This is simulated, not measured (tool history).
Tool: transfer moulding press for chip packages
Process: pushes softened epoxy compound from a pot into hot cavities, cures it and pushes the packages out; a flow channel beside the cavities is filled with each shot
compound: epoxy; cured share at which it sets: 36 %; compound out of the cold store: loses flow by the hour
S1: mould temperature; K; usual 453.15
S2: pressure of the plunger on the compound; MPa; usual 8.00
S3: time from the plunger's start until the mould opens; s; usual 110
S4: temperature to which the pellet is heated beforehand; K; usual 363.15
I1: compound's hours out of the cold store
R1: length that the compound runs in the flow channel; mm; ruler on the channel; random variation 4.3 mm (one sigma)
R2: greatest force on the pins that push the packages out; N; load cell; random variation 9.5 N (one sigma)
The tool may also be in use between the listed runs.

run 1 hour=0.0 | S1=453.15 S2=8.00 S3=110 S4=363.15 | I1=36.2 | R1=601 R2=551
-- hour=13.5 plunger's sealing rings changed
run 2 hour=30.0 | S1=453.15 S2=8.00 S3=110 S4=363.15 | I1=35.1 | R1=650 R2=664
run 3 hour=55.2 | S1=453.15 S2=7.97 S3=110 S4=363.15 | I1=45.1 | R1=613 R2=685
-- hour=85.6 cavities cleaned with cleaning compound and waxed
run 4 hour=105.9 | S1=453.15 S2=7.97 S3=110 S4=363.15 | I1=13.9 | R1=716 R2=605
run 5 hour=146.5 | S1=453.15 S2=7.97 S3=110 S4=363.15 | I1=41.9 | R1=624 R2=663
-- hour=186.4 cavities cleaned with cleaning compound and waxed
-- hour=192.7 mould's thermocouples calibrated
run 6 hour=194.4 | S1=453.15 S2=7.97 S3=110 S4=363.15 | I1=9.5 | R1=722 R2=511
run 7 hour=225.0 | S1=453.15 S2=7.97 S3=110 S4=363.15 | I1=41.0 | R1=602 R2=627
run 8 hour=253.3 | S1=453.15 S2=8.00 S3=110 S4=354.15 | I1=26.9 | R1=640 R2=714
-- hour=289.1 cavities cleaned with cleaning compound and waxed
run 9 hour=303.8 | S1=453.15 S2=8.00 S3=110 S4=373.15 | I1=45.4 | R1=575 R2=525
run 10 hour=341.7 | S1=453.15 S2=8.00 S3=110 S4=373.15 | I1=35.8 | R1=599 R2=665
run 11 hour=380.5 | S1=453.15 S2=8.00 S3=110 S4=373.15 | I1=15.9 | R1=663 R2=716
-- hour=386.0 plunger's sealing rings changed
-- hour=391.6 cavities cleaned with cleaning compound and waxed
run 12 hour=424.2 | S1=453.15 S2=8.00 S3=110 S4=373.15 | I1=18.2 | R1=705 R2=623
run 13 hour=479.0 | S1=453.15 S2=8.00 S3=110 S4=363.15 | I1=8.1 | R1=740 R2=745
-- hour=491.8 cavities cleaned with cleaning compound and waxed
run 14 hour=519.3 | S1=453.15 S2=8.00 S3=110 S4=363.15 | I1=34.4 | R1=632 R2=619
-- hour=528.3 mould's thermocouples calibrated, once more
run 15 hour=568.8 | S1=453.15 S2=8.00 S3=110 S4=369.15 | I1=9.7 | R1=722 R2=806
-- hour=594.9 cavities cleaned with cleaning compound and waxed
run 16 hour=601.6 | S1=456.15 S2=8.00 S3=110 S4=369.15 | I1=31.8 | R1=626 R2=465
run 17 hour=654.6 | S1=456.15 S2=8.00 S3=110 S4=369.15 | I1=36.8 | R1=598 R2=652
-- hour=693.2 cavities cleaned with cleaning compound and waxed
run 18 hour=696.9 | S1=447.15 S2=8.00 S3=100 S4=363.15 | I1=34.1 | R1=641 R2=916
run 19 hour=726.5 | S1=447.15 S2=8.24 S3=117 S4=356.15 | I1=16.4 | R1=709 R2=985
run 20 hour=751.8 | S1=447.15 S2=6.14 S3=98 S4=356.15 | I1=21.4 | R1=581 R2=1536
-- hour=760.9 plunger's sealing rings changed
run 21 hour=786.3 | S1=447.15 S2=6.14 S3=98 S4=356.15 | I1=38.7 | R1=583 R2=1421
-- hour=795.1 cavities cleaned with cleaning compound and waxed
run 22 hour=829.6 | S1=447.15 S2=6.14 S3=115 S4=358.15 | I1=27.7 | R1=611 R2=943
run 23 hour=871.5 | S1=453.15 S2=8.00 S3=149 S4=357.15 | I1=11.1 | R1=739 R2=601
-- hour=893.1 cavities cleaned with cleaning compound and waxed
run 24 hour=895.9 | S1=458.15 S2=8.00 S3=114 S4=372.15 | I1=22.6 | R1=662 R2=403
run 25 hour=930.0 | S1=458.15 S2=8.00 S3=114 S4=372.15 | I1=33.0 | R1=620 R2=534
run 26 hour=980.4 | S1=450.15 S2=8.00 S3=112 S4=363.15 | I1=22.0 | R1=686 R2=915
-- hour=992.7 cavities cleaned with cleaning compound and waxed
run 27 hour=1020.0 | S1=450.15 S2=8.00 S3=112 S4=363.15 | I1=8.9 | R1=723 R2=774

5 ways to go on from here, each from the tool as it stands after run 27. What would each give?
run A hour=1049.8 | S1=456.15 S2=9.65 S3=97 S4=363.15 | I1=9.3 | R1=? R2=?
run B hour=1049.8 | S1=459.15 S2=7.86 S3=110 S4=363.15 | I1=24.1 | R1=? R2=?
run C hour=1049.8 | S1=458.15 S2=8.00 S3=112 S4=363.15 | I1=18.1 | R1=? R2=?
run D hour=1049.8 | S1=447.15 S2=9.38 S3=100 S4=363.15 | I1=23.1 | R1=? R2=?
run E hour=1049.8 | S1=450.15 S2=8.00 S3=112 S4=372.15 | I1=22.6 | R1=? R2=?

run=A R1=764 R2=797
run=B R1=622 R2=578
run=C R1=660 R2=575
run=D R1=742 R2=1418
run=E R1=663 R2=840
Without the tool's hidden state the same runs would have given:
run=A R1=814 R2=507
run=B R1=662 R2=362
run=C R1=703 R2=360
run=D R1=789 R2=905
run=E R1=706 R2=536
